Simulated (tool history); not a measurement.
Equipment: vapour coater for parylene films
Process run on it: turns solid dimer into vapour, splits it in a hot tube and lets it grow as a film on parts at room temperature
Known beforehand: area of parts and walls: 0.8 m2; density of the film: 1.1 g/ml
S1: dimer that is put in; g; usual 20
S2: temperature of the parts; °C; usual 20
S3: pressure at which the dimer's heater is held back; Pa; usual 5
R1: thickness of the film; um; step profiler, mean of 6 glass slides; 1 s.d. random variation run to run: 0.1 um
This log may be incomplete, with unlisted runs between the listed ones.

run	hour	S1	S2	S3	R1
1	0	20	20	5	11.53
2	17.4	20	20	5	11.67
3	32.5	20	20	5	11.72
4	45.8	20	20	5	11.66
5	62.9	20	20	5	11.7
6	80.9	20	20	5	11.66
7	93	20	22	5	10.73
8	100.5	20	22	5	10.62
9	112.2	20	22	5	10.74
10	129.9	20	22	5	10.54
11	142.1	20	22	5	10.59
12	154.8	20	22	5	10.34
13	162.2	20	21	5	10.99
14	173.2	20	21	5	10.97
15	184.4	20	20	5	11.37
16	195.9	20	20	5	11.42
17	211.9	20	20	5	11.43
18	223.7	20	20	5	11.18
# hour 228.9: trap's valve overhauled
19	244.4	20	25	5	8.64
20	258.4	20	25	5	8.3
21	271	30	20	5	15.49
22	284.6	30	20	5	15.38
23	300.1	30	20	5	15.52
# hour 310.2: trap's valve overhauled, once more
24	311.6	30	20	5	19.21
25	325.7	30	30	5	12.61
26	337.4	11	20	4.62	7
27	355.1	12	18	3.14	9.05
28	370	17	21	9.82	9.02
29	386.6	17	21	9.82	8.95
30	396.8	26	20	9.82	14.21
31	414.5	26	20	6.48	15.33

Run 32 is up next; what results do you expect?
32	422.2	32	20	4.01	?

Run 32 yielded R1 20.92 um.
Without the tool's hidden state the same run would have given R1 21.11 um.
